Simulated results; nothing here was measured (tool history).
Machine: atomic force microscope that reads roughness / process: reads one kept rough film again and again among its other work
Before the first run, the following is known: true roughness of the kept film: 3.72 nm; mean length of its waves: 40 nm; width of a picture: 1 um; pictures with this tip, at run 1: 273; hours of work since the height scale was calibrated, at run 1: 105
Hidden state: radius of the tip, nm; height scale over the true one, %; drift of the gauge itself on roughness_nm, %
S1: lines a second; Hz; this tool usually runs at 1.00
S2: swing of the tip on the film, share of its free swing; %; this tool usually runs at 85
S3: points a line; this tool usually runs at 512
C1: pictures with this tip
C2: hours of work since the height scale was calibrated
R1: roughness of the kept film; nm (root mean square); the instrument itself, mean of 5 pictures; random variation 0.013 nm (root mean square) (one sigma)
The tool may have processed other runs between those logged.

run,hour,S1,S2,S3,C1,C2,R1
1,0.0,1.00,85,512,273,105,2.607
2,6.1,1.00,58,512,284,110,2.876
3,12.8,0.58,85,512,297,115,2.740
# hour 19.8: new tip fitted
4,22.5,1.00,85,265,5,121,2.962
5,33.8,1.00,85,265,27,130,2.933
6,38.5,1.00,85,265,36,133,2.903
7,49.2,0.85,85,512,56,141,2.947
8,56.6,0.85,85,512,70,146,2.939
9,63.0,1.00,85,289,82,151,2.861
10,68.0,1.00,85,464,92,155,2.859
11,73.7,1.00,78,464,103,159,2.937
12,84.5,1.00,78,464,123,167,2.919
13,94.9,1.00,85,512,143,174,2.776
14,100.0,1.00,85,512,153,178,2.762
15,111.0,1.00,85,512,174,186,2.730
16,120.5,1.00,85,512,192,193,2.711
17,130.4,1.00,85,512,211,200,2.720
18,138.6,1.00,85,937,226,206,2.698
19,147.6,1.00,90,512,243,213,2.616
20,154.5,1.00,90,512,256,218,2.584
21,160.7,1.00,90,512,268,223,2.570
# hour 162.3: height scale calibrated on a step standard
22,171.1,1.00,90,512,286,6,2.543
23,181.5,1.00,90,512,306,14,2.510
# hour 183.7: new tip fitted
24,193.0,1.17,85,512,18,22,2.868
# hour 198.5: height scale calibrated on a step standard, once more
25,201.6,1.00,85,330,32,2,2.928
26,211.5,1.00,78,512,51,10,2.998
27,220.0,1.76,85,512,67,16,2.674
28,229.6,1.76,85,512,85,23,2.635
29,235.5,0.62,72,683,97,27,3.109
30,242.5,2.41,73,447,110,32,2.738
31,250.8,0.94,85,512,126,38,2.849
32,257.5,3.65,62,512,138,43,2.779
33,262.5,3.65,62,316,148,47,2.800
34,270.3,0.75,62,858,163,53,3.015
35,280.4,1.53,85,286,182,60,2.568
36,291.8,1.56,77,286,204,68,2.681
37,296.8,1.59,88,286,213,72,2.471
38,308.4,0.58,87,968,235,81,2.812
39,318.7,2.01,64,512,255,88,2.776
40,323.8,2.01,64,512,264,92,2.778
41,331.7,2.01,64,512,279,98,2.752
42,342.1,2.01,64,512,299,105,2.728
# hour 347.6: new tip fitted
43,352.2,1.00,65,512,9,112,3.231
44,360.7,1.00,85,512,25,119,2.971
45,367.5,1.00,85,512,38,124,2.933
46,376.1,3.71,66,742,54,130,2.823
47,387.0,3.71,66,742,75,138,2.781
48,397.1,0.73,62,742,94,145,3.171
49,403.1,1.00,85,421,105,150,2.855
50,410.8,1.00,85,421,120,155,2.833
51,421.5,1.00,82,421,140,163,2.878
52,428.3,1.00,89,551,153,168,2.727

Consider 4 possible next runs. They are alternatives, not a sequence: every one starts from the tool as it was left by run 52. What does each give?
A,434.6,1.00,67,512,165,173,?
B,434.6,0.88,66,551,165,173,?
C,434.6,0.56,71,395,165,173,?
D,434.6,0.64,81,440,165,173,?

run,R1
A,2.980
B,3.016
C,3.051
D,2.924
With the hidden condition removed and each run's random variation left untouched, the same runs would have given:
run,R1
A,3.236
B,3.275
C,3.313
D,3.175
